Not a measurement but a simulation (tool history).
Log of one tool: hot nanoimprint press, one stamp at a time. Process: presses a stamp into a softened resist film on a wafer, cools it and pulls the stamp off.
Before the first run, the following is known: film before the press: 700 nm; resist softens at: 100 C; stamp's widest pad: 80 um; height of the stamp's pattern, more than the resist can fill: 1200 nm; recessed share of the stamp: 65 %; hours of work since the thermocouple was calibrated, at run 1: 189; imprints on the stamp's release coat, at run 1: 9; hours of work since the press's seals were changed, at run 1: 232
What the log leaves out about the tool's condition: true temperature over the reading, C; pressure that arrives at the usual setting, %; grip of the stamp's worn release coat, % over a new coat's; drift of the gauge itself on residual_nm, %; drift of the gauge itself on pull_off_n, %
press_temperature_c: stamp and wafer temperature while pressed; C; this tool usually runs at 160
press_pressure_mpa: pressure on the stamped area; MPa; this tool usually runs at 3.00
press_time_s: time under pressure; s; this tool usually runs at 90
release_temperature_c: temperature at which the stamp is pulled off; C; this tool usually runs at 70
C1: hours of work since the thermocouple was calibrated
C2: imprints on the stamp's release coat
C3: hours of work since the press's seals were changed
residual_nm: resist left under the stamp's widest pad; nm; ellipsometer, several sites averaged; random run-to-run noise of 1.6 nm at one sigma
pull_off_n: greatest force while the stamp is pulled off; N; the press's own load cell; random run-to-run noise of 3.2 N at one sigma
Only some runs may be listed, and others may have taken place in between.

Run 1, day 0.000: usual settings; C1 189; C2 9; C3 232. Result: residual_nm 402.9 nm, pull_off_n 148 N.
Run 2, day 2.129: usual settings; C1 211; C2 171; C3 253. Result: residual_nm 404.2 nm, pull_off_n 157 N.
Run 3, day 5.021: usual settings; C1 239; C2 391; C3 282. Result: residual_nm 399.5 nm, pull_off_n 169 N.
At day 6.896: plate thermocouple calibrated.
Run 4, day 8.104: usual settings but press_pressure_mpa 3.64 MPa; C1 12; C2 617; C3 311. Result: residual_nm 382.6 nm, pull_off_n 177 N.
Run 5, day 10.229: usual settings but press_temperature_c 156 C; C1 33; C2 779; C3 332. Result: residual_nm 479.6 nm, pull_off_n 173 N.
Run 6, day 12.279: usual settings but press_pressure_mpa 3.92 MPa; C1 53; C2 935; C3 353. Result: residual_nm 365.9 nm, pull_off_n 178 N.
Run 7, day 14.867: usual settings but press_pressure_mpa 3.92 MPa; C1 79; C2 1132; C3 378. Result: residual_nm 361.5 nm, pull_off_n 180 N.
Run 8, day 16.408: usual settings but press_pressure_mpa 3.92 MPa; C1 94; C2 1250; C3 394. Result: residual_nm 363.3 nm, pull_off_n 185 N.
At day 18.362: stamp cleaned and given a new release coat.
Run 9, day 18.362: usual settings but press_pressure_mpa 2.00 MPa; C1 111; C2 0; C3 411. Result: residual_nm 463.1 nm, pull_off_n 144 N.
Run 10, day 20.929: usual settings but press_pressure_mpa 2.00 MPa; C1 137; C2 195; C3 436. Result: residual_nm 463.1 nm, pull_off_n 150 N.
Run 11, day 23.771: usual settings but press_pressure_mpa 2.00 MPa; C1 165; C2 411; C3 464. Result: residual_nm 465.9 nm, pull_off_n 164 N.
Run 12, day 26.283: usual settings but press_time_s 50 s; C1 190; C2 603; C3 489. Result: residual_nm 471.0 nm, pull_off_n 168 N.
Run 13, day 28.412: usual settings; C1 211; C2 765; C3 511. Result: residual_nm 396.4 nm, pull_off_n 172 N.
Run 14, day 30.967: usual settings; C1 237; C2 960; C3 536. Result: residual_nm 395.1 nm, pull_off_n 182 N.
At day 32.983: plate thermocouple calibrated.
Run 15, day 33.958: usual settings but release_temperature_c 56 C; C1 10; C2 1178; C3 564. Result: residual_nm 416.8 nm, pull_off_n 236 N.
Run 16, day 35.421: usual settings but release_temperature_c 56 C; C1 24; C2 1290; C3 579. Result: residual_nm 413.6 nm, pull_off_n 237 N.
At day 36.858: stamp cleaned and given a new release coat.
Run 17, day 37.246: usual settings but release_temperature_c 56 C; C1 40; C2 30; C3 594. Result: residual_nm 416.0 nm, pull_off_n 186 N.
Run 18, day 39.067: usual settings but release_temperature_c 56 C; C1 58; C2 168; C3 613. Result: residual_nm 412.4 nm, pull_off_n 188 N.
Run 19, day 40.754: usual settings but release_temperature_c 67 C; C1 75; C2 297; C3 629. Result: residual_nm 411.2 nm, pull_off_n 170 N.
Run 20, day 42.608: usual settings but release_temperature_c 67 C; C1 93; C2 438; C3 648. Result: residual_nm 407.1 nm, pull_off_n 178 N.
Run 21, day 44.004: usual settings but press_temperature_c 164 C; C1 107; C2 545; C3 662. Result: residual_nm 340.8 nm, pull_off_n 168 N.
Run 22, day 46.317: usual settings but press_time_s 54 s; C1 130; C2 721; C3 685. Result: residual_nm 465.9 nm, pull_off_n 174 N.
Run 23, day 47.992: usual settings but press_temperature_c 158 C; C1 147; C2 849; C3 701. Result: residual_nm 440.6 nm, pull_off_n 181 N.
Run 24, day 50.429: usual settings but press_temperature_c 155 C, release_temperature_c 60 C; C1 171; C2 1034; C3 725. Result: residual_nm 492.3 nm, pull_off_n 214 N.
Run 25, day 52.292: usual settings but press_temperature_c 152 C, press_pressure_mpa 4.70 MPa, press_time_s 55 s, release_temperature_c 60 C; C1 189; C2 1176; C3 744. Result: residual_nm 538.0 nm, pull_off_n 211 N.
Run 26, day 54.317: usual settings but press_temperature_c 165 C, press_pressure_mpa 4.70 MPa, press_time_s 55 s, release_temperature_c 60 C; C1 209; C2 1331; C3 764. Result: residual_nm 315.2 nm, pull_off_n 224 N.
At day 55.225: stamp cleaned and given a new release coat.
Run 27, day 57.617: usual settings but press_temperature_c 164 C, press_pressure_mpa 1.91 MPa; C1 240; C2 183; C3 794. Result: residual_nm 400.4 nm, pull_off_n 154 N.
At day 59.300: plate thermocouple calibrated.
Run 28, day 60.079: usual settings but press_temperature_c 151 C, press_pressure_mpa 2.24 MPa, press_time_s 86 s, release_temperature_c 62 C; C1 8; C2 361; C3 818. Result: residual_nm 603.5 nm, pull_off_n 176 N.
Run 29, day 62.400: usual settings but press_temperature_c 151 C, press_pressure_mpa 2.24 MPa, press_time_s 86 s, release_temperature_c 62 C; C1 31; C2 538; C3 841. Result: residual_nm 603.5 nm, pull_off_n 193 N.
Run 30, day 65.279: usual settings but press_time_s 168 s, release_temperature_c 64 C; C1 59; C2 757; C3 869. Result: residual_nm 331.3 nm, pull_off_n 192 N.
Run 31, day 67.571: usual settings but press_pressure_mpa 3.71 MPa; C1 82; C2 932; C3 892. Result: residual_nm 374.1 nm, pull_off_n 179 N.

For some of the steps in residual_nm from one run to the next: how much would appear even if the tool had no hidden state, given the settings, what came in and random variation, and how much remains for the hidden state plus any gauge scatter that the measured result and the result without hidden state don't share?
Run 3 -> 4: press_pressure_mpa 3.00 -> 3.64, plate thermocouple calibrated. residual_nm -16.9 nm: hidden state +11.5, all else -28.4.
Run 14 -> 15: release_temperature_c 70 -> 56, plate thermocouple calibrated. residual_nm +21.7 nm: hidden state +21.4, all else +0.3.
Run 25 -> 26: press_temperature_c 152 -> 165. residual_nm -222.8 nm: hidden state +0.7, all else -223.5.
Run 27 -> 28: press_temperature_c 164 -> 151, press_pressure_mpa 1.91 -> 2.24, press_time_s 90 -> 86, release_temperature_c 70 -> 62, plate thermocouple calibrated. residual_nm +203.1 nm: hidden state +16.6, all else +186.5.
Run 29 -> 30: press_temperature_c 151 -> 160, press_pressure_mpa 2.24 -> 3.00, press_time_s 86 -> 168, release_temperature_c 62 -> 64. residual_nm -272.2 nm: hidden state -1.0, all else -271.2.

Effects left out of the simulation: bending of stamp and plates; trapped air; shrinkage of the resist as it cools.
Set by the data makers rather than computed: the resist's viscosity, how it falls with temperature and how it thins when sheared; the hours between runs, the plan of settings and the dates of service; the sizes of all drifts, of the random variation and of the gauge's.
